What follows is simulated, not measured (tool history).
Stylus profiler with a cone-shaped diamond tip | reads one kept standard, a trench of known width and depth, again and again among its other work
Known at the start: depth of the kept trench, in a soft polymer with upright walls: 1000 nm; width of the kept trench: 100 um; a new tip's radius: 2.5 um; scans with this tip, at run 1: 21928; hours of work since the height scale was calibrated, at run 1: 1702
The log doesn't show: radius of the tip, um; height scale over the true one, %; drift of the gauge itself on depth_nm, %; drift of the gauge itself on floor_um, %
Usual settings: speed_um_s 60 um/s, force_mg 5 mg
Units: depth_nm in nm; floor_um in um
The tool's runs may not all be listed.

run,day,speed_um_s,force_mg,scans with this tip,hours of work since the height scale was calibrated,depth_nm,floor_um
1,0,60,5,21928,1702,1013.7,92.97
2,0.7,58,5,22049,1711,1014.21,92.88
3,1.779,18,5,22235,1726,1013.77,93.06
4,2.742,18,5,22400,1739,1013.87,93.05
5,3.946,18,5,22608,1755,1013.94,93.01
6,5.2,60,5,22823,1771,1013.85,92.84
7,6.279,60,5,23009,1786,1013.71,92.82
8,7.562,60,5,23230,1803,1013.99,92.79
9,8.712,94,5,23428,1818,1013.76,92.7
10,10.042,94,5,23657,1836,1013.8,92.63
11,11.171,94,5,23851,1851,1013.65,92.6
12,12.133,94,5,24017,1864,1013.53,92.6
13,13.129,94,5,24188,1877,1013.58,92.62
14,14.483,94,5,24421,1895,1013.56,92.52
15,15.542,94,5,24604,1910,1013.38,92.52
16,16.288,26,5,24732,1920,1013.5,92.69
17,17.358,26,5,24916,1934,1013.42,92.75
18,18.708,60,5,25149,1952,1013.47,92.61
19,19.9,44,5,25354,1968,1013.35,92.61
20,20.608,181,8.26,25476,1977,1020.6,92.25
21,21.225,130,5.41,25582,1986,1014.33,92.34
22,22.021,101,8.2,25718,1996,1019.64,92.47
23,22.675,41,8.2,25831,2005,1019.75,92.6
24,23.642,41,8.2,25997,2018,1019.55,92.6
25,24.4,16,3.75,26128,2028,1010.08,92.63
# day 24.8: new tip fitted, height scale calibrated
26,25.779,69,5.36,168,13,1017.15,95.75
27,26.888,114,5.27,359,28,1016.28,95.54
28,28.283,146,9.82,599,47,1025.98,95.54
29,29.479,61,4.97,805,62,1015.51,95.64
30,30.879,62,3.48,1046,81,1012.29,95.55
31,31.996,62,3.48,1238,96,1012.01,95.53
32,33.112,22,11.31,1430,111,1027.64,95.72
33,33.771,22,2.1,1544,120,1008.9,95.57
34,34.733,51,1.72,1709,133,1007.46,95.42
35,35.508,69,3.71,1843,143,1013.05,95.37
36,36.396,69,3.71,1995,155,1012.69,95.33
37,37.338,35,1.85,2158,167,1007.46,95.44

The same runs without the tool's hidden state, with the same run-to-run variation:
run,depth_nm,floor_um
1,1016.48,95.84
2,1017.01,95.76
3,1016.59,95.96
4,1016.71,95.96
5,1016.81,95.94
6,1016.75,95.8
7,1016.62,95.8
8,1016.94,95.79
9,1016.73,95.72
10,1016.79,95.68
11,1016.67,95.67
12,1016.56,95.69
13,1016.64,95.72
14,1016.64,95.64
15,1016.49,95.66
16,1016.62,95.85
17,1016.57,95.92
18,1016.65,95.81
19,1016.55,95.83
20,1023.84,95.49
21,1017.56,95.59
22,1022.9,95.73
23,1023.02,95.87
24,1022.84,95.88
25,1013.36,95.93
26,1017.67,95.81
27,1016.82,95.63
28,1026.56,95.67
29,1016.11,95.81
30,1012.92,95.76
31,1012.66,95.77
32,1028.32,96
33,1009.58,95.86
34,1008.16,95.74
35,1013.77,95.72
36,1013.43,95.7
37,1008.21,95.84

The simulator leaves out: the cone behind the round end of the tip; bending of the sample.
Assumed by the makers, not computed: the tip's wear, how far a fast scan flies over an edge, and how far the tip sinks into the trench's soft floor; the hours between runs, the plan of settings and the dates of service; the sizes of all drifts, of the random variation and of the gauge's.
